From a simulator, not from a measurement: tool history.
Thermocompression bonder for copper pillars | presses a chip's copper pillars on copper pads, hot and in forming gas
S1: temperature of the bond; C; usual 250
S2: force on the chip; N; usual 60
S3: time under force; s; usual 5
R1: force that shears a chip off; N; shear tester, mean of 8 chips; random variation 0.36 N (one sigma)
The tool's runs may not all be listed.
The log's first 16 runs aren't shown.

run   hour   S1  S2  S3    R1
 17  141.1  250  60   4  37.6
 18  149.9  250  60   4  37.3
 19  161.2  250  60   4  37.3
 20  171.7  250  60   8    49
 21  177.5  250  60   8  48.1
 22  183.6  250  81   5  48.4
 23  188.9  246  52   6  37.8
 24  197.6  246  52   6  37.8
 25  205.5  225  38   8  22.3
 26  213.6  225  38   8  22.7
 27    224  225  38   8  22.7
 28  234.6  225  40   8  23.4
 29  240.4  224  49  15  34.5
 30  246.4  224  49  15  34.6
 31  252.2  229  47  12  33.2
 32    259  229  47  12  33.5
 33  269.1  234  57   5  29.1
 34  278.8  250  52   3  30.2
 35  285.3  244  87  12  61.3
 36  294.5  244  87  12    61
 37  304.7  233  40   5    23
 38  310.3  226  62  10    35
 39  318.2  264  62   3  43.4
 40    329  264  62   3  43.1
 41  334.8  231  49   5  25.2

Forecast each of these 3 alternatives for the next run:
  A  339.8  250  60  13   ?
  B  339.8  231  49   7   ?
  C  339.8  246  80  15   ?

run    R1
  A  57.6
  B    29
  C  65.1
Without the tool's hidden state the same runs would have given:
run    R1
  A  57.6
  B  28.9
  C  65.1
